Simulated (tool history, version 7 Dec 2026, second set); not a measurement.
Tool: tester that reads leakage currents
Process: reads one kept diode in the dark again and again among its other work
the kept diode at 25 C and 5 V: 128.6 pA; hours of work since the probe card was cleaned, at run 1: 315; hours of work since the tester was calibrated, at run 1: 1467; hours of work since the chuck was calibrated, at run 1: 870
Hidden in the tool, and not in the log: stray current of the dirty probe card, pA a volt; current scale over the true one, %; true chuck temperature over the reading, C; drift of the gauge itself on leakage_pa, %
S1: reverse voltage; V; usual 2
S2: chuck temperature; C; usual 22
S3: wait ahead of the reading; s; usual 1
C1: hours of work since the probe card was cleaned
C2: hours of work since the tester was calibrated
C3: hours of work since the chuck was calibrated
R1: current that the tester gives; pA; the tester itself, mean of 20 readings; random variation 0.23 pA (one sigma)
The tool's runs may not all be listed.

run 1 hour=0 | S1=2 S2=22 S3=1 | C1=315 C2=1467 C3=870 | R1=84.64
run 2 hour=100.9 | S1=2 S2=22 S3=1 | C1=364 C2=1516 C3=919 | R1=85.57
run 3 hour=195.1 | S1=2 S2=22 S3=1 | C1=410 C2=1562 C3=965 | R1=85.95
run 4 hour=311.5 | S1=2 S2=22 S3=1 | C1=466 C2=1618 C3=1022 | R1=87.55
run 5 hour=404.7 | S1=2 S2=22 S3=1 | C1=512 C2=1664 C3=1067 | R1=87.92
run 6 hour=535.8 | S1=4.23 S2=22 S3=1 | C1=575 C2=1727 C3=1131 | R1=113.29
run 7 hour=601.6 | S1=4.23 S2=22 S3=1 | C1=607 C2=1759 C3=1163 | R1=113.04
run 8 hour=688.2 | S1=2 S2=22 S3=1 | C1=650 C2=1801 C3=1205 | R1=90.08
run 9 hour=771.5 | S1=2 S2=22 S3=1 | C1=690 C2=1842 C3=1246 | R1=90.49
run 10 hour=845.8 | S1=2 S2=22 S3=1 | C1=726 C2=1878 C3=1282 | R1=91.02
run 11 hour=934.9 | S1=2 S2=22 S3=1.29 | C1=770 C2=1921 C3=1325 | R1=91.45
run 12 hour=1068.2 | S1=2 S2=22 S3=1.29 | C1=834 C2=1986 C3=1390 | R1=92.65
run 13 hour=1188.5 | S1=2 S2=22 S3=1.29 | C1=893 C2=2045 C3=1448 | R1=93.8
-- hour=1227.8 chuck's temperature calibrated
run 14 hour=1284.7 | S1=1.09 S2=33 S3=7.09 | C1=939 C2=2091 C3=28 | R1=159.93
run 15 hour=1411.2 | S1=1.63 S2=40 S3=7.09 | C1=1000 C2=2152 C3=89 | R1=327.49
run 16 hour=1499.5 | S1=1.13 S2=22 S3=1 | C1=1043 C2=2195 C3=132 | R1=63.38
run 17 hour=1612.5 | S1=1.13 S2=22 S3=1 | C1=1098 C2=2250 C3=187 | R1=63.92

Run 18 comes next. What will it give?
run 18 hour=1679.3 | S1=1.77 S2=31 S3=0.39 | C1=1131 C2=2282 C3=220 | R1=?

R1: 163.28 pA
Without the tool's hidden state the same run would have given R1 157.39 pA.
